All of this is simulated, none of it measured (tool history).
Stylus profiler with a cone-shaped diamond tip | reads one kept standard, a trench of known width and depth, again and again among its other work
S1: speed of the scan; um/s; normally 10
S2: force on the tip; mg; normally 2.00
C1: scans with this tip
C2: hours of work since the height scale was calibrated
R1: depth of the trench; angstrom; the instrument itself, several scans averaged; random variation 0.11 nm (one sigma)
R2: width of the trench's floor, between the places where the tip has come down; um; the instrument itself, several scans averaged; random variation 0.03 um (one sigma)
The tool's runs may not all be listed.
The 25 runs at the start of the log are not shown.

run,hour,S1,S2,C1,C2,R1,R2
26,396.6,2,4.38,15420,48,2039.3,97.25
27,412.0,2,4.38,15518,55,2040.0,97.29
28,425.4,2,4.38,15603,60,2038.6,97.26
29,443.7,23,0.95,15721,68,2013.3,97.01
30,464.1,2,0.94,15851,77,2014.1,97.30
31,480.0,26,1.27,15952,84,2016.6,97.06
32,497.2,26,1.27,16062,92,2016.3,96.99
33,518.2,10,3.43,16196,101,2033.4,97.21
34,538.2,10,1.78,16323,110,2019.7,97.11
35,560.5,9,0.76,16466,120,2011.9,97.15
36,571.1,2,2.76,16533,124,2027.1,97.19
37,590.1,4,2.22,16654,132,2024.2,97.20
38,599.4,2,2.00,16714,137,2023.0,97.22
39,615.6,33,2.31,16817,144,2022.8,97.03
40,635.9,33,2.31,16946,152,2024.7,97.04
41,655.0,33,2.31,17068,161,2026.3,96.98
42,664.4,5,2.54,17128,165,2027.8,97.22
43,676.5,8,2.18,17206,170,2023.4,97.17
44,693.9,5,0.83,17316,178,2011.3,97.13
45,709.8,16,4.93,17418,185,2041.9,97.12
46,723.1,34,0.69,17503,191,2009.5,96.78

Each row is a separate what-if for the run after 46, all from the same tool condition, not one after another. Results?
A,737.3,14,3.59,17593,197,?,?
B,737.3,34,1.75,17593,197,?,?
C,737.3,33,0.69,17593,197,?,?

run,R1,R2
A,2032.9,97.13
B,2018.4,96.90
C,2010.8,96.79
Without the tool's unlogged condition, the same runs would have read:
run,R1,R2
A,2035.5,98.20
B,2020.9,97.97
C,2013.3,97.86
